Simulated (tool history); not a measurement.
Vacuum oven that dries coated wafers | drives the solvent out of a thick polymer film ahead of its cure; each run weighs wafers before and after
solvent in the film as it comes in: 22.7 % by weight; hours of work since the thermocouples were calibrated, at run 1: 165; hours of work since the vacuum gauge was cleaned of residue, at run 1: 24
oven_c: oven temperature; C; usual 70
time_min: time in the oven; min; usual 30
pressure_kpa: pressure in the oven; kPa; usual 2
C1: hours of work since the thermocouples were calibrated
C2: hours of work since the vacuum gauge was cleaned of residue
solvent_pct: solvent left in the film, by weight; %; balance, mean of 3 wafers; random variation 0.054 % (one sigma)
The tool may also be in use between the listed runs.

run 1 day=0 | oven_c=70 time_min=30 pressure_kpa=2 | C1=165 C2=24 | solvent_pct=1.89
run 2 day=0.362 | oven_c=70 time_min=33 pressure_kpa=2 | C1=169 C2=29 | solvent_pct=1.77
run 3 day=0.796 | oven_c=70 time_min=30 pressure_kpa=2 | C1=174 C2=34 | solvent_pct=1.98
run 4 day=1.117 | oven_c=70 time_min=30 pressure_kpa=2 | C1=178 C2=38 | solvent_pct=1.81
run 5 day=1.55 | oven_c=70 time_min=30 pressure_kpa=2 | C1=183 C2=43 | solvent_pct=1.92
run 6 day=2.167 | oven_c=70 time_min=30 pressure_kpa=2 | C1=190 C2=50 | solvent_pct=1.95
run 7 day=2.717 | oven_c=70 time_min=30 pressure_kpa=2 | C1=197 C2=57 | solvent_pct=1.89
run 8 day=3.183 | oven_c=70 time_min=30 pressure_kpa=2 | C1=202 C2=62 | solvent_pct=1.98
run 9 day=3.692 | oven_c=70 time_min=30 pressure_kpa=2 | C1=208 C2=68 | solvent_pct=1.95
run 10 day=4.188 | oven_c=70 time_min=30 pressure_kpa=2 | C1=214 C2=74 | solvent_pct=1.85
run 11 day=4.733 | oven_c=70 time_min=30 pressure_kpa=2 | C1=221 C2=81 | solvent_pct=1.91
run 12 day=5.358 | oven_c=67 time_min=30 pressure_kpa=2 | C1=228 C2=88 | solvent_pct=2.88
run 13 day=5.85 | oven_c=67 time_min=30 pressure_kpa=2 | C1=234 C2=94 | solvent_pct=2.97
run 14 day=6.388 | oven_c=70 time_min=30 pressure_kpa=2.71 | C1=241 C2=100 | solvent_pct=2.36
-- day=6.508 oven's thermocouples calibrated
run 15 day=6.9 | oven_c=70 time_min=30 pressure_kpa=2 | C1=5 C2=105 | solvent_pct=1.81
run 16 day=7.396 | oven_c=70 time_min=22 pressure_kpa=2 | C1=11 C2=111 | solvent_pct=2.91
run 17 day=8.012 | oven_c=70 time_min=22 pressure_kpa=2 | C1=18 C2=119 | solvent_pct=3.01
run 18 day=8.675 | oven_c=63 time_min=30 pressure_kpa=2 | C1=26 C2=126 | solvent_pct=4.9
run 19 day=9 | oven_c=63 time_min=30 pressure_kpa=2 | C1=30 C2=130 | solvent_pct=4.74
run 20 day=9.617 | oven_c=63 time_min=30 pressure_kpa=2 | C1=37 C2=138 | solvent_pct=4.84
run 21 day=10.012 | oven_c=63 time_min=30 pressure_kpa=2 | C1=42 C2=142 | solvent_pct=4.69
-- day=10.154 oven's thermocouples calibrated, once more
run 22 day=10.467 | oven_c=70 time_min=30 pressure_kpa=2 | C1=4 C2=147 | solvent_pct=1.92
run 23 day=10.758 | oven_c=70 time_min=30 pressure_kpa=2 | C1=7 C2=150 | solvent_pct=1.96
run 24 day=11.179 | oven_c=77 time_min=30 pressure_kpa=4.61 | C1=12 C2=155 | solvent_pct=1.83
run 25 day=11.696 | oven_c=70 time_min=35 pressure_kpa=1.26 | C1=18 C2=161 | solvent_pct=1.17
run 26 day=12.196 | oven_c=70 time_min=16 pressure_kpa=2 | C1=24 C2=167 | solvent_pct=4.62
run 27 day=12.821 | oven_c=64 time_min=16 pressure_kpa=2 | C1=32 C2=175 | solvent_pct=8
run 28 day=13.492 | oven_c=64 time_min=16 pressure_kpa=2 | C1=40 C2=183 | solvent_pct=8.08
run 29 day=13.95 | oven_c=65 time_min=30 pressure_kpa=7.15 | C1=45 C2=188 | solvent_pct=6.42
run 30 day=14.542 | oven_c=75 time_min=23 pressure_kpa=2 | C1=52 C2=195 | solvent_pct=1.41
run 31 day=15.146 | oven_c=75 time_min=23 pressure_kpa=2 | C1=59 C2=202 | solvent_pct=1.38
run 32 day=15.754 | oven_c=80 time_min=43 pressure_kpa=3.29 | C1=67 C2=210 | solvent_pct=1.05
run 33 day=16.196 | oven_c=78 time_min=45 pressure_kpa=1.15 | C1=72 C2=215 | solvent_pct=0.37
run 34 day=16.838 | oven_c=82 time_min=39 pressure_kpa=4.46 | C1=79 C2=223 | solvent_pct=1.29
run 35 day=17.267 | oven_c=56 time_min=23 pressure_kpa=2 | C1=85 C2=228 | solvent_pct=10.49
run 36 day=17.562 | oven_c=75 time_min=46 pressure_kpa=5.61 | C1=88 C2=231 | solvent_pct=2.25
run 37 day=18.238 | oven_c=70 time_min=36 pressure_kpa=2 | C1=96 C2=239 | solvent_pct=1.42
run 38 day=18.717 | oven_c=63 time_min=34 pressure_kpa=3.98 | C1=102 C2=245 | solvent_pct=5.45
run 39 day=19.033 | oven_c=68 time_min=30 pressure_kpa=7.83 | C1=106 C2=249 | solvent_pct=5.59
run 40 day=19.396 | oven_c=68 time_min=30 pressure_kpa=7.83 | C1=110 C2=253 | solvent_pct=5.47
run 41 day=19.892 | oven_c=68 time_min=30 pressure_kpa=7.83 | C1=116 C2=259 | solvent_pct=5.73
run 42 day=20.358 | oven_c=68 time_min=30 pressure_kpa=7.83 | C1=121 C2=264 | solvent_pct=5.6
run 43 day=21.029 | oven_c=65 time_min=30 pressure_kpa=7.14 | C1=129 C2=272 | solvent_pct=6.66
run 44 day=21.625 | oven_c=70 time_min=30 pressure_kpa=3.44 | C1=136 C2=279 | solvent_pct=2.66
run 45 day=22.162 | oven_c=71 time_min=30 pressure_kpa=6.87 | C1=143 C2=286 | solvent_pct=3.98
run 46 day=22.692 | oven_c=70 time_min=50 pressure_kpa=7.12 | C1=149 C2=292 | solvent_pct=3.79

4 ways to go on from here, each from the tool as it stands after run 46. What would each give?
run A day=23.292 | oven_c=77 time_min=51 pressure_kpa=1.62 | C1=156 C2=299 | solvent_pct=?
run B day=23.292 | oven_c=70 time_min=50 pressure_kpa=3.02 | C1=156 C2=299 | solvent_pct=?
run C day=23.292 | oven_c=70 time_min=30 pressure_kpa=6.79 | C1=156 C2=299 | solvent_pct=?
run D day=23.292 | oven_c=74 time_min=50 pressure_kpa=7.12 | C1=156 C2=299 | solvent_pct=?

run=A solvent_pct=0.65
run=B solvent_pct=1.6
run=C solvent_pct=4.24
run=D solvent_pct=3.1
Without the tool's hidden state the same runs would have given:
run=A solvent_pct=0.64
run=B solvent_pct=1.59
run=C solvent_pct=4.22
run=D solvent_pct=3.09

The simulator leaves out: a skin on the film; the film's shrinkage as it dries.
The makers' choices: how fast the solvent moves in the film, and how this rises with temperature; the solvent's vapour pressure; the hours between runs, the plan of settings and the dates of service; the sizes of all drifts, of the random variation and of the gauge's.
